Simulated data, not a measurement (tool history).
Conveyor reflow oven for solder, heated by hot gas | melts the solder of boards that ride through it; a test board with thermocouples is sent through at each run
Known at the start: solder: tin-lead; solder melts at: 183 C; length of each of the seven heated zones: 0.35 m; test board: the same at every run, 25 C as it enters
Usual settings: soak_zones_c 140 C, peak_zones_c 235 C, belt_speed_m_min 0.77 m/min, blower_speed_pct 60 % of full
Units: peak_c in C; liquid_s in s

Run 1, hour 0: usual settings. Result: peak_c 216.9 C, liquid_s 40.9 s.
Run 2, hour 41.7: usual settings. Result: peak_c 216.5 C, liquid_s 40.7 s.
Run 3, hour 68.3: usual settings. Result: peak_c 216.7 C, liquid_s 41 s.
At hour 99.3: flux residue cleaned out of gas plates and filters.
Run 4, hour 112.4: usual settings but blower_speed_pct 53 % of full. Result: peak_c 214.8 C, liquid_s 39.6 s.
Run 5, hour 133.9: usual settings but blower_speed_pct 53 % of full. Result: peak_c 214.7 C, liquid_s 39.4 s.
Run 6, hour 176.2: usual settings but blower_speed_pct 53 % of full. Result: peak_c 214.8 C, liquid_s 39.5 s.
Run 7, hour 198.2: usual settings but belt_speed_m_min 0.757 m/min. Result: peak_c 217.8 C, liquid_s 41.7 s.
Run 8, hour 221.7: usual settings. Result: peak_c 216.4 C, liquid_s 40.7 s.
Run 9, hour 267.7: usual settings. Result: peak_c 216.3 C, liquid_s 40.9 s.
Run 10, hour 299.1: usual settings but peak_zones_c 242 C. Result: peak_c 222.6 C, liquid_s 43.9 s.
Run 11, hour 325.3: usual settings. Result: peak_c 216.8 C, liquid_s 41 s.
Run 12, hour 366.6: usual settings. Result: peak_c 216.9 C, liquid_s 40.8 s.
Run 13, hour 399.9: usual settings. Result: peak_c 216.9 C, liquid_s 40.9 s.
Run 14, hour 445.7: usual settings but belt_speed_m_min 0.905 m/min. Result: peak_c 210.7 C, liquid_s 30.6 s.
At hour 481.8: flux residue cleaned out of gas plates and filters.
Run 15, hour 482.1: usual settings but belt_speed_m_min 0.752 m/min. Result: peak_c 217.3 C, liquid_s 42.5 s.
Run 16, hour 511.3: usual settings but peak_zones_c 228 C. Result: peak_c 210.2 C, liquid_s 37.3 s.
Run 17, hour 539.7: usual settings but peak_zones_c 228 C. Result: peak_c 210.5 C, liquid_s 37.2 s.

Forecast run 18:
Run 18, hour 561.2: usual settings but peak_zones_c 228 C. Result: peak_c ?, liquid_s ?.

peak_c: 210.4 C
liquid_s: 37 s
Without the tool's hidden state the same run would have given peak_c 210.4 C, liquid_s 37 s.
